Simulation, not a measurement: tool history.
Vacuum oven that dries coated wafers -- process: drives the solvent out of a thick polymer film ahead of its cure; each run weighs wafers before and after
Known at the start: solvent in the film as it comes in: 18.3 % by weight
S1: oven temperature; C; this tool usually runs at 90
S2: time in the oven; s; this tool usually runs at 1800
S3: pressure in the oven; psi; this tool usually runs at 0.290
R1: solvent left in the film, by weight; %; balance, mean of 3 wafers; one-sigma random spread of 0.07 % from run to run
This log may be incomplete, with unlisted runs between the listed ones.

Run 1, hour 0.0: usual settings. Result: R1 4.87 %.
Run 2, hour 45.8: usual settings. Result: R1 5.09 %.
Run 3, hour 82.8: usual settings. Result: R1 5.08 %.
Run 4, hour 129.1: usual settings. Result: R1 5.15 %.
Run 5, hour 162.6: usual settings. Result: R1 5.22 %.
Run 6, hour 233.9: usual settings. Result: R1 5.18 %.
Run 7, hour 272.3: usual settings. Result: R1 5.23 %.
Run 8, hour 321.4: usual settings but S3 0.248 psi. Result: R1 5.08 %.
Run 9, hour 380.0: usual settings but S3 0.248 psi. Result: R1 5.09 %.
Run 10, hour 445.1: usual settings but S3 0.248 psi. Result: R1 5.16 %.
Run 11, hour 512.0: usual settings but S3 0.248 psi. Result: R1 5.17 %.
Run 12, hour 552.9: usual settings but S3 0.248 psi. Result: R1 5.20 %.
Run 13, hour 612.9: usual settings but S3 0.248 psi. Result: R1 5.21 %.
Run 14, hour 691.4: usual settings. Result: R1 5.50 %.
Run 15, hour 739.9: usual settings but S3 0.989 psi. Result: R1 9.35 %.
Run 16, hour 774.2: usual settings. Result: R1 5.60 %.
Run 17, hour 846.2: usual settings. Result: R1 5.96 %.
Run 18, hour 901.4: usual settings but S1 84 C. Result: R1 8.37 %.
Run 19, hour 954.7: usual settings but S1 84 C. Result: R1 8.53 %.
Run 20, hour 1035.4: usual settings. Result: R1 6.03 %.
Run 21, hour 1112.6: usual settings. Result: R1 6.18 %.
Run 22, hour 1184.1: usual settings. Result: R1 5.46 %.
Run 23, hour 1264.4: usual settings but S1 85 C. Result: R1 7.30 %.
Run 24, hour 1329.9: usual settings but S1 83 C, S2 1440 s, S3 0.187 psi. Result: R1 8.82 %.
Run 25, hour 1394.2: usual settings but S1 97 C, S2 1860 s, S3 1.133 psi. Result: R1 6.86 %.
Run 26, hour 1473.7: usual settings but S1 77 C. Result: R1 10.77 %.
Run 27, hour 1539.3: usual settings but S1 77 C. Result: R1 10.94 %.
Run 28, hour 1597.7: usual settings but S1 80 C, S2 1380 s, S3 0.313 psi. Result: R1 10.90 %.
Run 29, hour 1655.8: usual settings but S1 96 C, S2 2940 s, S3 0.424 psi. Result: R1 3.14 %.
Run 30, hour 1698.7: usual settings but S1 80 C, S2 1680 s. Result: R1 10.04 %.
Run 31, hour 1773.2: usual settings but S1 88 C. Result: R1 6.59 %.
Run 32, hour 1830.0: usual settings but S1 88 C. Result: R1 6.74 %.
Run 33, hour 1870.4: usual settings but S1 88 C, S2 2640 s, S3 0.171 psi. Result: R1 4.29 %.
Run 34, hour 1935.9: usual settings but S1 88 C, S2 2640 s, S3 0.171 psi. Result: R1 4.49 %.
Run 35, hour 1986.4: usual settings but S2 1200 s, S3 0.255 psi. Result: R1 7.70 %.
Run 36, hour 2056.3: usual settings but S1 94 C, S2 2100 s, S3 0.183 psi. Result: R1 3.40 %.
Run 37, hour 2092.3: usual settings but S1 94 C, S2 2100 s, S3 0.183 psi. Result: R1 3.47 %.
Run 38, hour 2159.2: usual settings but S1 100 C, S2 2340 s, S3 0.635 psi. Result: R1 3.88 %.
Run 39, hour 2221.7: usual settings but S1 100 C, S2 2340 s, S3 0.635 psi. Result: R1 4.10 %.
Run 40, hour 2284.3: usual settings but S1 100 C, S2 2340 s, S3 0.635 psi. Result: R1 3.97 %.
Run 41, hour 2363.6: usual settings but S1 100 C, S2 2340 s, S3 0.635 psi. Result: R1 4.00 %.
Run 42, hour 2437.1: usual settings but S1 100 C, S2 2340 s, S3 0.692 psi. Result: R1 4.26 %.
Run 43, hour 2487.5: usual settings but S2 2100 s, S3 0.229 psi. Result: R1 5.46 %.
Run 44, hour 2559.9: usual settings but S1 104 C, S2 1320 s, S3 0.296 psi. Result: R1 2.87 %.
Run 45, hour 2607.0: usual settings but S1 99 C, S2 1200 s, S3 0.296 psi. Result: R1 5.01 %.
Run 46, hour 2675.3: usual settings but S1 103 C. Result: R1 2.57 %.

Between the runs listed above, the log contained 2 entries, not reproduced here. Where in the sequence does each belong, and how does what the log doesn't record of the tool's condition differ from the listed run before to the listed run after?
Between runs 16 and 17: oven's thermocouples calibrated (hour 780.3)
  true wafer temperature over the reading, C: -1.16 -> -1.99; true pressure over the reading, kPa: 0.389 -> 0.413
  measured result minus the result with no hidden state, R1: +0.72 -> +1.08 %
Between runs 21 and 22: oven's thermocouples calibrated, once more (hour 1133.1)
  true wafer temperature over the reading, C: -2.34 -> -0.2; true pressure over the reading, kPa: 0.506 -> 0.53
  measured result minus the result with no hidden state, R1: +1.29 -> +0.48 %
